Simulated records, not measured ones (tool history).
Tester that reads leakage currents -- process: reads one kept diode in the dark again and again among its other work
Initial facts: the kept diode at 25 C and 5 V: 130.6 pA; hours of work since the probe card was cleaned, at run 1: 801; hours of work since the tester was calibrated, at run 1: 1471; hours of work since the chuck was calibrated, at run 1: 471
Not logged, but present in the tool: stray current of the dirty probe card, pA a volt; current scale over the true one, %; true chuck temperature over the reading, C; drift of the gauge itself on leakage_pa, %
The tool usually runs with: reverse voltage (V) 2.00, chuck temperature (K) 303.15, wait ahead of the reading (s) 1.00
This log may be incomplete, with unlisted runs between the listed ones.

run    hour  reverse voltage (V)  chuck temperature (K)  wait ahead of the reading (s)  hours of work since the probe card was cleaned  hours of work since the tester was calibrated  hours of work since the chuck was calibrated  current that the tester gives (pA)
  1     0.0                 2.00                 303.15                           1.00                                             801                                           1471                                           471                              124.95
  2    77.9                 2.00                 303.15                           1.00                                             840                                           1510                                           510                              125.85
  3   155.6                 2.00                 303.15                           0.67                                             879                                           1549                                           549                              126.65
  4   190.4                 2.00                 303.15                           0.67                                             896                                           1567                                           566                              126.40
  5   265.3                 2.00                 303.15                           0.67                                             934                                           1604                                           603                              126.77
  6   329.0                 2.00                 303.15                           0.67                                             966                                           1636                                           635                              127.38
  7   364.1                 2.00                 303.15                           0.67                                             983                                           1653                                           653                              127.07
  8   400.5                 2.00                 303.15                           1.00                                            1001                                           1671                                           671                              128.03
  9   445.6                 2.00                 303.15                           2.34                                            1024                                           1694                                           694                              127.58
 10   515.4                 2.00                 293.15                           1.00                                            1059                                           1729                                           728                               54.45
 11   595.1                 2.00                 293.15                           1.05                                            1098                                           1769                                           768                               54.80
 12   653.0                 2.00                 293.15                           1.05                                            1127                                           1797                                           797                               54.42
 13   731.7                 2.00                 293.15                           1.05                                            1167                                           1837                                           836                               55.11
      804.7  -- chuck's temperature calibrated
 14   816.0                 1.94                 307.15                           1.20                                            1208                                           1878                                             6                              165.43
 15   855.8                 7.62                 311.15                           8.64                                            1228                                           1898                                            25                              501.60
 16   936.3                 1.58                 294.15                           3.99                                            1268                                           1938                                            66                               48.65
 17   996.0                 2.00                 318.15                           4.00                                            1298                                           1968                                            95                              409.08
 18  1071.5                 3.93                 296.15                           1.00                                            1335                                           2005                                           133                              100.74
 19  1118.7                 3.22                 296.15                           1.36                                            1359                                           2029                                           157                               88.94
 20  1199.7                14.28                 313.15                           1.00                                            1399                                           2069                                           197                              852.83
 21  1236.0                14.28                 313.15                           1.00                                            1417                                           2088                                           215                              856.17
 22  1278.1                14.28                 313.15                           1.00                                            1438                                           2109                                           236                              861.58
 23  1323.0                 2.00                 332.15                           2.73                                            1461                                           2131                                           259                             1173.07
 24  1402.5                11.93                 307.15                           6.42                                            1501                                           2171                                           298                              481.89

Run 25 has not been measured yet. What should we expect?
 25  1455.4                 2.05                 323.15                           1.00                                            1527                                           2197                                           325                                   ?

{"run 25": {"current that the tester gives (pA)": 617.11}}
The same run, on a tool lacking any hidden state, would have yielded current that the tester gives (pA) 620.39.
